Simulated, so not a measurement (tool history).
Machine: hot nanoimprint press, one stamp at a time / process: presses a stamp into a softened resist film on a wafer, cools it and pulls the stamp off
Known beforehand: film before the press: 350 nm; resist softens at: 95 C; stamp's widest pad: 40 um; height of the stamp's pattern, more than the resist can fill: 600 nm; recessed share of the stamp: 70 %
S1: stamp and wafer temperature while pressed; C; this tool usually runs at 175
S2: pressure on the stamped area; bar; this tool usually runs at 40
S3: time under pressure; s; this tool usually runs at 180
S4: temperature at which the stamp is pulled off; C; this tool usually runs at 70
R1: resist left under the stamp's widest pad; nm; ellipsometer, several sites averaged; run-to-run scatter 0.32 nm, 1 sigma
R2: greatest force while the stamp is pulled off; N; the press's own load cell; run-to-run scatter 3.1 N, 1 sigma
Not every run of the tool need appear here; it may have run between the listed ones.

{"run": 1, "hour": 0.0, "S1": 175, "S2": 40, "S3": 180, "S4": 70, "R1": 153.8, "R2": 146}
{"run": 2, "hour": 12.9, "S1": 172, "S2": 40, "S3": 180, "S4": 70, "R1": 173.5, "R2": 146}
{"run": 3, "hour": 25.7, "S1": 172, "S2": 40, "S3": 180, "S4": 70, "R1": 174.1, "R2": 145}
{"run": 4, "hour": 40.2, "S1": 176, "S2": 40, "S3": 180, "S4": 70, "R1": 147.3, "R2": 144}
{"run": 5, "hour": 53.9, "S1": 175, "S2": 40, "S3": 180, "S4": 64, "R1": 153, "R2": 162}
{"run": 6, "hour": 68.3, "S1": 175, "S2": 40, "S3": 180, "S4": 64, "R1": 152.9, "R2": 164}
{"run": 7, "hour": 85.0, "S1": 175, "S2": 40, "S3": 180, "S4": 64, "R1": 152.5, "R2": 160}
{"run": 8, "hour": 96.6, "S1": 175, "S2": 40, "S3": 180, "S4": 64, "R1": 153, "R2": 160}
{"run": 9, "hour": 119.7, "S1": 175, "S2": 40, "S3": 180, "S4": 64, "R1": 153.5, "R2": 164}
{"run": 10, "hour": 148.2, "S1": 175, "S2": 40, "S3": 180, "S4": 64, "R1": 152.6, "R2": 160}
{"run": 11, "hour": 163.9, "S1": 175, "S2": 40, "S3": 180, "S4": 70, "R1": 152.9, "R2": 146}
{"run": 12, "hour": 186.6, "S1": 175, "S2": 40, "S3": 180, "S4": 70, "R1": 152.6, "R2": 148}
{"run": 13, "hour": 206.0, "S1": 173, "S2": 52.3, "S3": 126, "S4": 70, "R1": 170.1, "R2": 142}
{"run": 14, "hour": 229.6, "S1": 174, "S2": 41.5, "S3": 180, "S4": 70, "R1": 156.1, "R2": 147}
{"hour": 239.5, "done": "stamp cleaned and given a new release coat"}
{"run": 15, "hour": 247.3, "S1": 174, "S2": 41.5, "S3": 180, "S4": 70, "R1": 156.2, "R2": 147}
{"run": 16, "hour": 263.5, "S1": 167, "S2": 41.5, "S3": 180, "S4": 68, "R1": 208.5, "R2": 146}
{"run": 17, "hour": 288.1, "S1": 167, "S2": 56.5, "S3": 180, "S4": 75, "R1": 186.4, "R2": 131}
{"run": 18, "hour": 310.5, "S1": 167, "S2": 54.8, "S3": 180, "S4": 58, "R1": 187.9, "R2": 175}
{"run": 19, "hour": 337.5, "S1": 167, "S2": 54.8, "S3": 180, "S4": 58, "R1": 188.2, "R2": 173}
{"run": 20, "hour": 365.0, "S1": 172, "S2": 38.3, "S3": 176, "S4": 58, "R1": 176.8, "R2": 172}
{"hour": 378.5, "done": "plate thermocouple calibrated"}
{"hour": 390.8, "done": "press's hydraulic seals changed and the load cell set to zero"}
{"run": 21, "hour": 402.3, "S1": 184, "S2": 40, "S3": 180, "S4": 60, "R1": 103.3, "R2": 173}
{"run": 22, "hour": 414.3, "S1": 184, "S2": 39.2, "S3": 180, "S4": 59, "R1": 103.8, "R2": 172}
{"run": 23, "hour": 441.6, "S1": 169, "S2": 30.2, "S3": 180, "S4": 59, "R1": 213.7, "R2": 169}

Per-run results on a tool with no hidden state, each run keeping its own random variation:
Unlogged tool condition in this case: true temperature over the reading, C; pressure that arrives at the usual setting, %; grip of the stamp's worn release coat, % over a new coat's; drift of the gauge itself on residual_nm, %; drift of the gauge itself on pull_off_n, %.
run=1 R1=153.8
run=2 R1=173.6
run=3 R1=174.3
run=4 R1=147.5
run=5 R1=153.3
run=6 R1=153.2
run=7 R1=152.9
run=8 R1=153.4
run=9 R1=154.1
run=10 R1=153.3
run=11 R1=153.6
run=12 R1=153.5
run=13 R1=171.1
run=14 R1=157.1
run=15 R1=157.3
run=16 R1=210.1
run=17 R1=187.9
run=18 R1=189.6
run=19 R1=190
run=20 R1=178.6
run=21 R1=104.4
run=22 R1=104.9
run=23 R1=216.3
R2: within 2 N of the measured result in every run.

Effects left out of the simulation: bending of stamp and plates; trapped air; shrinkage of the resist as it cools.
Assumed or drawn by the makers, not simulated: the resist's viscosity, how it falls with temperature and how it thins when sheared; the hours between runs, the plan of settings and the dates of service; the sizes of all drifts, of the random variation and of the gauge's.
